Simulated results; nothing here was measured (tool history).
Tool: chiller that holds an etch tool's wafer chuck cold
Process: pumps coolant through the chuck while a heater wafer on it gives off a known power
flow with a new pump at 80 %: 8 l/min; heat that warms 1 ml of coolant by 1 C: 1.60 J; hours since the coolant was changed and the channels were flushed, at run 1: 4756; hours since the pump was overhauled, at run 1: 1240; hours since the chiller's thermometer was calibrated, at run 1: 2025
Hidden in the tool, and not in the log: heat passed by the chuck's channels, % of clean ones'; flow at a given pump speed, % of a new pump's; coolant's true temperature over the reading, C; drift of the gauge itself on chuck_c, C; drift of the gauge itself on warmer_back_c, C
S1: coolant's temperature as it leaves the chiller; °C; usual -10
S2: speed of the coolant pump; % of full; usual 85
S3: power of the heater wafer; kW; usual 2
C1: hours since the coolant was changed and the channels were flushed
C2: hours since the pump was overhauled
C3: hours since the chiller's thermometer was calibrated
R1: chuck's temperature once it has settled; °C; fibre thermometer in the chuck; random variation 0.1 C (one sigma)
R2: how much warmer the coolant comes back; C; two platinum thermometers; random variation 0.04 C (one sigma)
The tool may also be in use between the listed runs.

run,hour,S1,S2,S3,C1,C2,C3,R1,R2
1,0,-10,85,2,4756,1240,2025,5.4,8.79
# hour 52.1: chiller's thermometer calibrated
2,70.5,-10,85,2,4825,1310,18,5.7,8.78
3,178.3,-10,98,2,4933,1418,126,3.5,7.54
4,275,-10,98,2,5030,1514,223,3.5,7.5
5,363.4,-10,98,2,5118,1603,311,3.6,7.51
6,487.1,-10,85,2,5242,1726,435,5.5,8.77
7,553.4,-10,85,2,5308,1793,501,5.4,8.72
8,647,-10,85,2,5402,1886,595,5.3,8.69
9,758.9,-1,85,2,5513,1998,707,14.3,8.75
10,891.7,-10,85,2,5646,2131,840,5.6,8.67
11,968.3,-10,85,2.232,5723,2208,916,7.1,9.65
12,1088.7,-10,85,2.232,5843,2328,1037,7.1,9.76
13,1221.5,-10,85,1.845,5976,2461,1169,4.3,7.95
14,1276.4,-10,85,1.845,6031,2516,1224,4.3,7.93
15,1394.6,-10,85,1.845,6149,2634,1343,4.1,7.98
16,1506.2,-10,85,1.845,6261,2745,1454,4.3,7.95
17,1612.8,-4,87,2.114,6367,2852,1561,11.9,8.86
18,1707.9,-10,88,2,6462,2947,1656,5,8.35
19,1840.4,-3,86,2.172,6595,3080,1788,13.7,9.27
20,1919,-13,74,1.521,6674,3158,1867,0.2,7.57
21,2018.8,-7,75,2,6773,3258,1967,10.1,9.88
# hour 2125.3: chiller's thermometer calibrated
22,2156.2,0,85,2,6910,3394,31,15.6,8.6
23,2277.8,-11,79,2.329,7031,3516,152,8.3,10.89
24,2385.5,-11,79,2.329,7139,3624,260,8.1,10.85
25,2463.1,-8,80,2.012,7217,3701,338,8.4,9.28
26,2518.1,0,73,2.642,7272,3756,393,23.4,13.39
27,2601.9,-11,85,2.859,7355,3840,477,11.2,12.23
# hour 2705.8: gauge calibrated
28,2705.8,-10,81,1.371,7459,3944,580,1.1,6.36
29,2837.8,-10,81,1.371,7591,4076,712,1.1,6.3
30,2966.3,-10,81,1.371,7720,4205,841,1,6.36
31,3033,-10,97,2,7787,4271,908,3.7,7.56
32,3119.9,-19,83,1.723,7874,4358,995,-5.6,7.74

Hidden state or all else? Some run-to-run changes of R2, split into what the settings, what came in and random variation would give without the hidden state, and what is left for the hidden state (with any gauge scatter that isn't in both results):
Run 3 -> 4: no setting changed, nothing entered. R2 -0.04 C: hidden state -0.02, all else -0.02.
Run 8 -> 9: S1 -10 -> -1. R2 +0.06 C: hidden state -0.02, all else +0.08.
Run 20 -> 21: S1 -13 -> -7, S2 74 -> 75, S3 1.521 -> 2. R2 +2.31 C: hidden state +0, all else +2.31.
Run 25 -> 26: S1 -8 -> 0, S2 80 -> 73, S3 2.012 -> 2.642. R2 +4.11 C: hidden state +0, all else +4.11.
Run 27 -> 28: S1 -11 -> -10, S2 85 -> 81, S3 2.859 -> 1.371, gauge calibrated. R2 -5.87 C: hidden state +0.21, all else -6.08.
